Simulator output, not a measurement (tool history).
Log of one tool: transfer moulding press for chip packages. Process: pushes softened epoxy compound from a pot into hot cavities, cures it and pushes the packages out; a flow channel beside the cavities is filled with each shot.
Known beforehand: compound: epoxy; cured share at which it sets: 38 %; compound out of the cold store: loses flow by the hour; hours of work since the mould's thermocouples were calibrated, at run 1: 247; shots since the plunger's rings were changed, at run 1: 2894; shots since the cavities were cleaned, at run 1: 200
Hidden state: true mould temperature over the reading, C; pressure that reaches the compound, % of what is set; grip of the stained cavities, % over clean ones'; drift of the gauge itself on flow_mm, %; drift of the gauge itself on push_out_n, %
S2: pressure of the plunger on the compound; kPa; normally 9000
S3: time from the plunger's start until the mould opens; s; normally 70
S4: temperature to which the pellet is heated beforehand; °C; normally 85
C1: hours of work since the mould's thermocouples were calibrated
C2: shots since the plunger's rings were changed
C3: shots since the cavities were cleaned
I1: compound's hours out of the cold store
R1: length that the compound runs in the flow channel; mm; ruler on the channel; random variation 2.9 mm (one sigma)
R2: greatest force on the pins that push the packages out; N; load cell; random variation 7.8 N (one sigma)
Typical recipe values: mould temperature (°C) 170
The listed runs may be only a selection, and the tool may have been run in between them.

{"run": 1, "hour": 0.0, "mould temperature (°C)": 170, "S2": 9000, "S3": 70, "S4": 85, "C1": 247, "C2": 2894, "C3": 200, "I1": 25.0, "R1": 843, "R2": 465}
{"run": 2, "hour": 18.5, "mould temperature (°C)": 170, "S2": 9000, "S3": 70, "S4": 85, "C1": 257, "C2": 3114, "C3": 420, "I1": 17.1, "R1": 861, "R2": 564}
{"run": 3, "hour": 40.2, "mould temperature (°C)": 170, "S2": 9000, "S3": 70, "S4": 85, "C1": 269, "C2": 3372, "C3": 678, "I1": 44.2, "R1": 784, "R2": 601}
{"hour": 47.9, "done": "cavities cleaned with cleaning compound and waxed"}
{"run": 4, "hour": 67.0, "mould temperature (°C)": 170, "S2": 9000, "S3": 70, "S4": 85, "C1": 283, "C2": 3672, "C3": 226, "I1": 34.6, "R1": 807, "R2": 767}
{"hour": 81.3, "done": "plunger's sealing rings changed"}
{"run": 5, "hour": 98.6, "mould temperature (°C)": 170, "S2": 9000, "S3": 70, "S4": 85, "C1": 300, "C2": 206, "C3": 572, "I1": 41.4, "R1": 821, "R2": 738}
{"hour": 114.3, "done": "cavities cleaned with cleaning compound and waxed"}
{"run": 6, "hour": 134.1, "mould temperature (°C)": 170, "S2": 9000, "S3": 70, "S4": 85, "C1": 319, "C2": 610, "C3": 235, "I1": 40.2, "R1": 820, "R2": 488}
{"hour": 154.5, "done": "mould's thermocouples calibrated"}
{"run": 7, "hour": 155.6, "mould temperature (°C)": 170, "S2": 9000, "S3": 70, "S4": 85, "C1": 1, "C2": 842, "C3": 467, "I1": 11.8, "R1": 902, "R2": 632}
{"hour": 181.5, "done": "cavities cleaned with cleaning compound and waxed"}
{"run": 8, "hour": 181.6, "mould temperature (°C)": 170, "S2": 9000, "S3": 70, "S4": 85, "C1": 14, "C2": 1133, "C3": 2, "I1": 11.5, "R1": 896, "R2": 350}
{"run": 9, "hour": 211.5, "mould temperature (°C)": 170, "S2": 9000, "S3": 70, "S4": 85, "C1": 31, "C2": 1488, "C3": 357, "I1": 16.8, "R1": 873, "R2": 561}
{"run": 10, "hour": 229.4, "mould temperature (°C)": 163, "S2": 9000, "S3": 70, "S4": 85, "C1": 41, "C2": 1700, "C3": 569, "I1": 13.7, "R1": 902, "R2": 1055}
{"hour": 243.4, "done": "cavities cleaned with cleaning compound and waxed"}
{"run": 11, "hour": 269.0, "mould temperature (°C)": 170, "S2": 9000, "S3": 70, "S4": 85, "C1": 63, "C2": 2154, "C3": 304, "I1": 20.3, "R1": 861, "R2": 541}
{"hour": 292.2, "done": "cavities cleaned with cleaning compound and waxed, once more"}
{"run": 12, "hour": 295.1, "mould temperature (°C)": 170, "S2": 9000, "S3": 70, "S4": 85, "C1": 76, "C2": 2445, "C3": 34, "I1": 15.3, "R1": 881, "R2": 374}
{"run": 13, "hour": 324.3, "mould temperature (°C)": 170, "S2": 9000, "S3": 70, "S4": 81, "C1": 93, "C2": 2792, "C3": 381, "I1": 28.1, "R1": 836, "R2": 583}
{"run": 14, "hour": 345.8, "mould temperature (°C)": 170, "S2": 9000, "S3": 70, "S4": 85, "C1": 105, "C2": 3048, "C3": 637, "I1": 45.0, "R1": 789, "R2": 627}
{"hour": 355.5, "done": "cavities cleaned with cleaning compound and waxed"}
{"run": 15, "hour": 365.4, "mould temperature (°C)": 173, "S2": 9000, "S3": 66, "S4": 86, "C1": 115, "C2": 3263, "C3": 118, "I1": 21.0, "R1": 848, "R2": 414}
{"run": 16, "hour": 382.2, "mould temperature (°C)": 167, "S2": 9000, "S3": 90, "S4": 86, "C1": 124, "C2": 3463, "C3": 318, "I1": 19.1, "R1": 861, "R2": 460}
{"hour": 412.4, "done": "plunger's sealing rings changed"}
{"run": 17, "hour": 416.6, "mould temperature (°C)": 167, "S2": 9000, "S3": 90, "S4": 86, "C1": 142, "C2": 51, "C3": 697, "I1": 40.5, "R1": 826, "R2": 568}
{"hour": 423.0, "done": "cavities cleaned with cleaning compound and waxed"}
{"run": 18, "hour": 438.0, "mould temperature (°C)": 165, "S2": 8790, "S3": 90, "S4": 86, "C1": 153, "C2": 287, "C3": 179, "I1": 14.0, "R1": 893, "R2": 432}
{"run": 19, "hour": 475.1, "mould temperature (°C)": 170, "S2": 8830, "S3": 70, "S4": 88, "C1": 174, "C2": 728, "C3": 620, "I1": 26.3, "R1": 845, "R2": 656}
{"hour": 486.9, "done": "cavities cleaned with cleaning compound and waxed"}
{"run": 20, "hour": 513.7, "mould temperature (°C)": 169, "S2": 8830, "S3": 59, "S4": 88, "C1": 195, "C2": 1168, "C3": 318, "I1": 21.1, "R1": 854, "R2": 802}
{"run": 21, "hour": 541.6, "mould temperature (°C)": 177, "S2": 9220, "S3": 70, "S4": 85, "C1": 211, "C2": 1500, "C3": 650, "I1": 47.7, "R1": 791, "R2": 528}
{"hour": 550.2, "done": "cavities cleaned with cleaning compound and waxed"}
{"run": 22, "hour": 574.5, "mould temperature (°C)": 165, "S2": 7990, "S3": 70, "S4": 85, "C1": 228, "C2": 1873, "C3": 289, "I1": 32.9, "R1": 791, "R2": 715}
{"run": 23, "hour": 604.9, "mould temperature (°C)": 165, "S2": 7990, "S3": 78, "S4": 93, "C1": 245, "C2": 2234, "C3": 650, "I1": 26.0, "R1": 798, "R2": 694}
{"hour": 612.8, "done": "cavities cleaned with cleaning compound and waxed"}
{"run": 24, "hour": 639.8, "mould temperature (°C)": 178, "S2": 9000, "S3": 70, "S4": 81, "C1": 264, "C2": 2631, "C3": 321, "I1": 9.5, "R1": 874, "R2": 459}
{"hour": 675.7, "done": "cavities cleaned with cleaning compound and waxed"}
{"run": 25, "hour": 678.5, "mould temperature (°C)": 170, "S2": 7630, "S3": 67, "S4": 81, "C1": 285, "C2": 3073, "C3": 33, "I1": 35.8, "R1": 743, "R2": 371}
{"run": 26, "hour": 715.8, "mould temperature (°C)": 168, "S2": 9670, "S3": 94, "S4": 79, "C1": 306, "C2": 3516, "C3": 476, "I1": 22.8, "R1": 878, "R2": 499}
{"hour": 738.2, "done": "cavities cleaned with cleaning compound and waxed"}
{"run": 27, "hour": 739.4, "mould temperature (°C)": 170, "S2": 10930, "S3": 75, "S4": 82, "C1": 318, "C2": 3778, "C3": 14, "I1": 18.6, "R1": 940, "R2": 304}

Here are 4 independent what-if runs from the current tool condition. What would each one return?
{"hour": 743.9, "done": "plunger's sealing rings changed"}
{"hour": 763.5, "done": "mould's thermocouples calibrated"}
{"run": "A", "hour": 769.4, "mould temperature (°C)": 170, "S2": 7540, "S3": 75, "S4": 82, "C1": 3, "C2": 278, "C3": 317, "I1": 43.7, "R1": "?", "R2": "?"}
{"hour": 743.9, "done": "plunger's sealing rings changed"}
{"hour": 763.5, "done": "mould's thermocouples calibrated"}
{"run": "B", "hour": 769.4, "mould temperature (°C)": 170, "S2": 8940, "S3": 70, "S4": 85, "C1": 3, "C2": 278, "C3": 317, "I1": 12.6, "R1": "?", "R2": "?"}
{"hour": 743.9, "done": "plunger's sealing rings changed"}
{"hour": 763.5, "done": "mould's thermocouples calibrated"}
{"run": "C", "hour": 769.4, "mould temperature (°C)": 170, "S2": 9690, "S3": 70, "S4": 85, "C1": 3, "C2": 278, "C3": 317, "I1": 45.3, "R1": "?", "R2": "?"}
{"hour": 743.9, "done": "plunger's sealing rings changed"}
{"hour": 763.5, "done": "mould's thermocouples calibrated"}
{"run": "D", "hour": 769.4, "mould temperature (°C)": 170, "S2": 8360, "S3": 70, "S4": 80, "C1": 3, "C2": 278, "C3": 317, "I1": 25.2, "R1": "?", "R2": "?"}

run=A R1=741 R2=497
run=B R1=898 R2=543
run=C R1=835 R2=508
run=D R1=832 R2=539
Take away the tool's hidden state, keep each run's random variation, and the runs would have read:
run=A R1=743 R2=299
run=B R1=901 R2=332
run=C R1=838 R2=304
run=D R1=836 R2=326
